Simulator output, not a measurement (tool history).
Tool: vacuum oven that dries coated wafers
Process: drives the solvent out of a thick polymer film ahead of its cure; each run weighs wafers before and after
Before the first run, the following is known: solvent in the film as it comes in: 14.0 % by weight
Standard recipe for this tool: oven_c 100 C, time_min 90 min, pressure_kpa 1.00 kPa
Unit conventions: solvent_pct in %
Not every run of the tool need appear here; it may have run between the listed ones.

run 1 hour=0.0 | oven_c=100 time_min=90 pressure_kpa=1.00 | solvent_pct=2.27
run 2 hour=42.1 | oven_c=100 time_min=90 pressure_kpa=1.00 | solvent_pct=2.29
run 3 hour=62.7 | oven_c=100 time_min=90 pressure_kpa=1.00 | solvent_pct=2.29
run 4 hour=85.5 | oven_c=100 time_min=90 pressure_kpa=1.00 | solvent_pct=2.30
run 5 hour=125.5 | oven_c=100 time_min=90 pressure_kpa=1.00 | solvent_pct=2.33
run 6 hour=151.4 | oven_c=100 time_min=90 pressure_kpa=1.00 | solvent_pct=2.35
run 7 hour=178.9 | oven_c=100 time_min=90 pressure_kpa=1.00 | solvent_pct=2.32
run 8 hour=206.5 | oven_c=100 time_min=90 pressure_kpa=1.00 | solvent_pct=2.31
run 9 hour=240.1 | oven_c=100 time_min=90 pressure_kpa=1.00 | solvent_pct=2.33
run 10 hour=280.2 | oven_c=100 time_min=90 pressure_kpa=1.00 | solvent_pct=2.34
run 11 hour=307.2 | oven_c=100 time_min=90 pressure_kpa=1.00 | solvent_pct=2.35
run 12 hour=344.8 | oven_c=100 time_min=90 pressure_kpa=1.00 | solvent_pct=2.34
run 13 hour=375.2 | oven_c=100 time_min=90 pressure_kpa=1.00 | solvent_pct=2.35
run 14 hour=423.1 | oven_c=100 time_min=90 pressure_kpa=1.00 | solvent_pct=2.39
run 15 hour=461.1 | oven_c=100 time_min=90 pressure_kpa=1.00 | solvent_pct=2.39
run 16 hour=483.6 | oven_c=100 time_min=90 pressure_kpa=0.62 | solvent_pct=2.25
-- hour=488.0 vacuum gauge cleaned of residue and calibrated
run 17 hour=515.8 | oven_c=100 time_min=90 pressure_kpa=0.62 | solvent_pct=2.30
run 18 hour=558.4 | oven_c=100 time_min=90 pressure_kpa=1.00 | solvent_pct=2.42
run 19 hour=600.6 | oven_c=100 time_min=90 pressure_kpa=1.00 | solvent_pct=2.45
run 20 hour=634.6 | oven_c=100 time_min=90 pressure_kpa=1.00 | solvent_pct=2.44
run 21 hour=678.3 | oven_c=100 time_min=90 pressure_kpa=1.00 | solvent_pct=2.45
run 22 hour=719.8 | oven_c=100 time_min=90 pressure_kpa=1.00 | solvent_pct=2.47
run 23 hour=764.2 | oven_c=100 time_min=90 pressure_kpa=1.05 | solvent_pct=2.50
-- hour=778.1 vacuum gauge cleaned of residue and calibrated, once more
run 24 hour=811.7 | oven_c=100 time_min=90 pressure_kpa=1.00 | solvent_pct=2.35
run 25 hour=842.2 | oven_c=100 time_min=80 pressure_kpa=2.80 | solvent_pct=3.28
run 26 hour=887.8 | oven_c=100 time_min=80 pressure_kpa=2.80 | solvent_pct=3.27
run 27 hour=931.8 | oven_c=93 time_min=60 pressure_kpa=1.22 | solvent_pct=5.83
run 28 hour=974.4 | oven_c=93 time_min=60 pressure_kpa=1.22 | solvent_pct=5.80
run 29 hour=996.8 | oven_c=102 time_min=90 pressure_kpa=1.00 | solvent_pct=1.97
run 30 hour=1034.5 | oven_c=102 time_min=90 pressure_kpa=1.00 | solvent_pct=1.93
run 31 hour=1075.4 | oven_c=100 time_min=73 pressure_kpa=3.49 | solvent_pct=3.86
run 32 hour=1103.4 | oven_c=97 time_min=47 pressure_kpa=0.69 | solvent_pct=5.61
run 33 hour=1130.5 | oven_c=97 time_min=47 pressure_kpa=0.69 | solvent_pct=5.62
run 34 hour=1163.6 | oven_c=98 time_min=91 pressure_kpa=1.07 | solvent_pct=2.86
run 35 hour=1191.4 | oven_c=86 time_min=129 pressure_kpa=3.02 | solvent_pct=5.49
run 36 hour=1241.1 | oven_c=88 time_min=83 pressure_kpa=1.39 | solvent_pct=6.02
run 37 hour=1284.4 | oven_c=88 time_min=83 pressure_kpa=1.39 | solvent_pct=6.03
-- hour=1311.6 oven's thermocouples calibrated
run 38 hour=1318.4 | oven_c=94 time_min=96 pressure_kpa=1.00 | solvent_pct=3.38
run 39 hour=1364.8 | oven_c=107 time_min=67 pressure_kpa=1.51 | solvent_pct=1.85
run 40 hour=1397.6 | oven_c=107 time_min=67 pressure_kpa=1.51 | solvent_pct=1.83
run 41 hour=1440.7 | oven_c=107 time_min=67 pressure_kpa=1.51 | solvent_pct=1.89
run 42 hour=1484.7 | oven_c=93 time_min=67 pressure_kpa=3.75 | solvent_pct=5.93
run 43 hour=1526.8 | oven_c=93 time_min=67 pressure_kpa=3.75 | solvent_pct=5.91
run 44 hour=1570.4 | oven_c=95 time_min=119 pressure_kpa=1.00 | solvent_pct=2.41
run 45 hour=1615.6 | oven_c=91 time_min=67 pressure_kpa=0.88 | solvent_pct=5.68
run 46 hour=1664.6 | oven_c=91 time_min=67 pressure_kpa=0.88 | solvent_pct=5.67
run 47 hour=1704.5 | oven_c=104 time_min=118 pressure_kpa=2.46 | solvent_pct=1.30

Below are 3 alternative next runs, each starting from the tool's condition after run 47. Predict each:
run A hour=1751.8 | oven_c=105 time_min=118 pressure_kpa=2.46 | solvent_pct=?
run B hour=1751.8 | oven_c=104 time_min=118 pressure_kpa=2.16 | solvent_pct=?
run C hour=1751.8 | oven_c=104 time_min=117 pressure_kpa=2.46 | solvent_pct=?

run=A solvent_pct=1.20
run=B solvent_pct=1.22
run=C solvent_pct=1.30
With no hidden state in the tool, these same runs would have given:
run=A solvent_pct=1.10
run=B solvent_pct=1.12
run=C solvent_pct=1.20
